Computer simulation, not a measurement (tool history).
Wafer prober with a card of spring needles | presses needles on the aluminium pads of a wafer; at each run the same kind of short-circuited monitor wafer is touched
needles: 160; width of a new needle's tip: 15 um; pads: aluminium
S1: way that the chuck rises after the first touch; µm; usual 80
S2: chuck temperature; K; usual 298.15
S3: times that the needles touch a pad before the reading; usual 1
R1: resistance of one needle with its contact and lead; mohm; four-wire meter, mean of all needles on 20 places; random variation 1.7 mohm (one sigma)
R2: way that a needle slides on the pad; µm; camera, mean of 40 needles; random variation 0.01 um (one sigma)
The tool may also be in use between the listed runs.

{"run": 1, "hour": 0.0, "S1": 80, "S2": 298.15, "S3": 1, "R1": 225, "R2": 10.93}
{"hour": 1.4, "done": "tips cleaned on abrasive film"}
{"hour": 19.6, "done": "tips cleaned on abrasive film"}
{"run": 2, "hour": 27.3, "S1": 80, "S2": 298.15, "S3": 1, "R1": 219, "R2": 10.91}
{"hour": 37.3, "done": "tips cleaned on abrasive film"}
{"run": 3, "hour": 52.1, "S1": 80, "S2": 298.15, "S3": 1, "R1": 224, "R2": 10.89}
{"hour": 54.1, "done": "tips cleaned on abrasive film"}
{"run": 4, "hour": 65.2, "S1": 80, "S2": 298.15, "S3": 1, "R1": 227, "R2": 10.89}
{"hour": 71.4, "done": "tips cleaned on abrasive film"}
{"hour": 82.1, "done": "height of the first contact set anew"}
{"hour": 89.3, "done": "tips cleaned on abrasive film"}
{"run": 5, "hour": 91.0, "S1": 80, "S2": 298.15, "S3": 1, "R1": 189, "R2": 10.82}
{"hour": 107.0, "done": "tips cleaned on abrasive film"}
{"run": 6, "hour": 110.6, "S1": 80, "S2": 298.15, "S3": 1, "R1": 199, "R2": 10.82}
{"hour": 124.9, "done": "tips cleaned on abrasive film"}
{"run": 7, "hour": 125.2, "S1": 80, "S2": 298.15, "S3": 1, "R1": 178, "R2": 10.78}
{"hour": 142.3, "done": "tips cleaned on abrasive film"}
{"hour": 146.9, "done": "height of the first contact set anew, once more"}
{"run": 8, "hour": 151.5, "S1": 80, "S2": 298.15, "S3": 1, "R1": 223, "R2": 11.02}
{"hour": 159.7, "done": "tips cleaned on abrasive film"}
{"run": 9, "hour": 165.3, "S1": 80, "S2": 298.15, "S3": 2, "R1": 193, "R2": 10.98}
{"hour": 176.5, "done": "tips cleaned on abrasive film"}
{"run": 10, "hour": 187.9, "S1": 86, "S2": 298.15, "S3": 1, "R1": 215, "R2": 11.81}
{"hour": 194.6, "done": "tips cleaned on abrasive film"}
{"hour": 213.0, "done": "tips cleaned on abrasive film"}
{"run": 11, "hour": 214.6, "S1": 86, "S2": 298.15, "S3": 1, "R1": 190, "R2": 11.79}
{"hour": 230.0, "done": "tips cleaned on abrasive film"}
{"run": 12, "hour": 230.0, "S1": 86, "S2": 298.15, "S3": 1, "R1": 171, "R2": 11.78}
{"run": 13, "hour": 244.1, "S1": 86, "S2": 298.15, "S3": 1, "R1": 218, "R2": 11.78}
{"hour": 247.6, "done": "tips cleaned on abrasive film"}
{"hour": 264.8, "done": "tips cleaned on abrasive film"}
{"run": 14, "hour": 268.0, "S1": 86, "S2": 298.15, "S3": 1, "R1": 202, "R2": 11.75}
{"hour": 282.7, "done": "tips cleaned on abrasive film"}
{"run": 15, "hour": 287.6, "S1": 80, "S2": 298.15, "S3": 1, "R1": 210, "R2": 10.91}
{"hour": 300.3, "done": "tips cleaned on abrasive film"}
{"run": 16, "hour": 314.2, "S1": 80, "S2": 298.15, "S3": 1, "R1": 224, "R2": 10.88}
{"hour": 317.2, "done": "tips cleaned on abrasive film"}
{"run": 17, "hour": 331.5, "S1": 80, "S2": 298.15, "S3": 1, "R1": 224, "R2": 10.88}
{"hour": 335.1, "done": "tips cleaned on abrasive film"}
{"run": 18, "hour": 351.3, "S1": 80, "S2": 298.15, "S3": 1, "R1": 230, "R2": 10.87}
{"hour": 353.5, "done": "tips cleaned on abrasive film"}
{"hour": 371.0, "done": "tips cleaned on abrasive film"}
{"run": 19, "hour": 374.1, "S1": 73, "S2": 302.15, "S3": 2, "R1": 190, "R2": 9.86}
{"hour": 382.3, "done": "height of the first contact set anew"}
{"hour": 388.5, "done": "tips cleaned on abrasive film"}
{"run": 20, "hour": 390.7, "S1": 73, "S2": 302.15, "S3": 2, "R1": 187, "R2": 10.02}
{"hour": 406.4, "done": "tips cleaned on abrasive film"}
{"run": 21, "hour": 409.9, "S1": 73, "S2": 385.15, "S3": 1, "R1": 220, "R2": 10.02}
{"run": 22, "hour": 422.8, "S1": 89, "S2": 383.15, "S3": 2, "R1": 210, "R2": 12.22}
{"hour": 425.5, "done": "tips cleaned on abrasive film"}
{"run": 23, "hour": 441.2, "S1": 73, "S2": 378.15, "S3": 1, "R1": 241, "R2": 10}
{"hour": 442.6, "done": "tips cleaned on abrasive film"}
{"run": 24, "hour": 452.9, "S1": 73, "S2": 378.15, "S3": 1, "R1": 242, "R2": 10.01}
{"hour": 460.7, "done": "tips cleaned on abrasive film"}
{"run": 25, "hour": 472.3, "S1": 88, "S2": 315.15, "S3": 2, "R1": 201, "R2": 12.06}
{"hour": 478.5, "done": "tips cleaned on abrasive film"}
{"run": 26, "hour": 483.9, "S1": 83, "S2": 310.15, "S3": 1, "R1": 213, "R2": 11.36}
{"hour": 497.8, "done": "tips cleaned on abrasive film"}
{"run": 27, "hour": 505.5, "S1": 83, "S2": 310.15, "S3": 1, "R1": 218, "R2": 11.33}
{"hour": 514.6, "done": "tips cleaned on abrasive film"}
{"hour": 532.5, "done": "tips cleaned on abrasive film"}
{"run": 28, "hour": 532.5, "S1": 61, "S2": 353.15, "S3": 2, "R1": 191, "R2": 8.27}
{"hour": 550.1, "done": "tips cleaned on abrasive film"}
{"run": 29, "hour": 560.7, "S1": 69, "S2": 357.15, "S3": 1, "R1": 241, "R2": 9.36}
{"hour": 568.6, "done": "tips cleaned on abrasive film"}
{"run": 30, "hour": 572.9, "S1": 69, "S2": 329.15, "S3": 1, "R1": 224, "R2": 9.36}
{"hour": 587.0, "done": "tips cleaned on abrasive film"}
{"run": 31, "hour": 590.3, "S1": 79, "S2": 299.15, "S3": 2, "R1": 189, "R2": 10.7}

Forecast each of these 4 alternatives for the next run:
{"hour": 604.3, "done": "tips cleaned on abrasive film"}
{"run": "A", "hour": 610.1, "S1": 84, "S2": 298.15, "S3": 1, "R1": "?", "R2": "?"}
{"hour": 604.3, "done": "tips cleaned on abrasive film"}
{"run": "B", "hour": 610.1, "S1": 64, "S2": 357.15, "S3": 1, "R1": "?", "R2": "?"}
{"hour": 604.3, "done": "tips cleaned on abrasive film"}
{"run": "C", "hour": 610.1, "S1": 90, "S2": 387.15, "S3": 2, "R1": "?", "R2": "?"}
{"hour": 604.3, "done": "tips cleaned on abrasive film"}
{"run": "D", "hour": 610.1, "S1": 72, "S2": 298.15, "S3": 1, "R1": "?", "R2": "?"}

run=A R1=210 R2=11.37
run=B R1=243 R2=8.64
run=C R1=208 R2=12.21
run=D R1=227 R2=9.73
Without the tool's hidden state the same runs would have given:
run=A R1=166 R2=11.54
run=B R1=181 R2=8.81
run=C R1=186 R2=12.39
run=D R1=171 R2=9.9
